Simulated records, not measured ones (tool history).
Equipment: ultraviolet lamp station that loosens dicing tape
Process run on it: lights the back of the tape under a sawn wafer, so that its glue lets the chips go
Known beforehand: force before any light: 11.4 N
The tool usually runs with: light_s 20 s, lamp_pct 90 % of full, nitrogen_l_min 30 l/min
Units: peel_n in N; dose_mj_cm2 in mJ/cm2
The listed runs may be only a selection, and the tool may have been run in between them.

run   hour  light_s  lamp_pct  nitrogen_l_min  peel_n  dose_mj_cm2
  1      0       20        90              30   0.814          327
  2   32.8       20        90              30   0.857          322
  3  106.1       20        90              30   0.882          316
  4    137       20        90              30   0.888          312
  5  195.9       20        90              30   0.971          304
  6  259.4       20        87              30   1.038          290
  7  301.5       20        87              30   1.073          285
  8  335.8       20        94              30   0.974          307
  9  401.6       20        90              25   1.234          286
     411.7  -- lamp changed
 10  467.1       20        90              25     0.7          369
 11  526.7       20        90              44   0.552          361
     530.4  -- window cleaned of glue's vapour
 12  599.9       20        89              21   0.971          337
 13    647       20        89              21   0.998          328
 14  706.7       18        90              26    1.12          294
 15  770.6       16        90              50   1.075          256
     781.8  -- window cleaned of glue's vapour, once more
 16  820.6       14        90              34   1.222          262
 17  885.7       14        90              34   1.304          254
 18  918.2       14        79              12   2.685          221
 19  960.4       20        90              20   0.815          361
 20   1030       20        90              29   0.742          354

Here are 5 independent what-if runs from the current tool condition. What would each one return?
  A  1089.1       24        65              29       ?            ?
  B  1089.1       20        90              12       ?            ?
  C  1089.1       11        90              29       ?            ?
  D  1089.1       12        75              38       ?            ?
  E  1089.1       20        90              10       ?            ?

run  peel_n  dose_mj_cm2
  A   1.028          294
  B   1.249          344
  C   2.342          188
  D   2.424          174
  E   1.426          346
The same runs, with their run-to-run variation unchanged, on a tool lacking any hidden condition would have given:
run  peel_n  dose_mj_cm2
  A   0.732          344
  B   0.903          403
  C   1.813          220
  D   1.891          204
  E   1.036          405

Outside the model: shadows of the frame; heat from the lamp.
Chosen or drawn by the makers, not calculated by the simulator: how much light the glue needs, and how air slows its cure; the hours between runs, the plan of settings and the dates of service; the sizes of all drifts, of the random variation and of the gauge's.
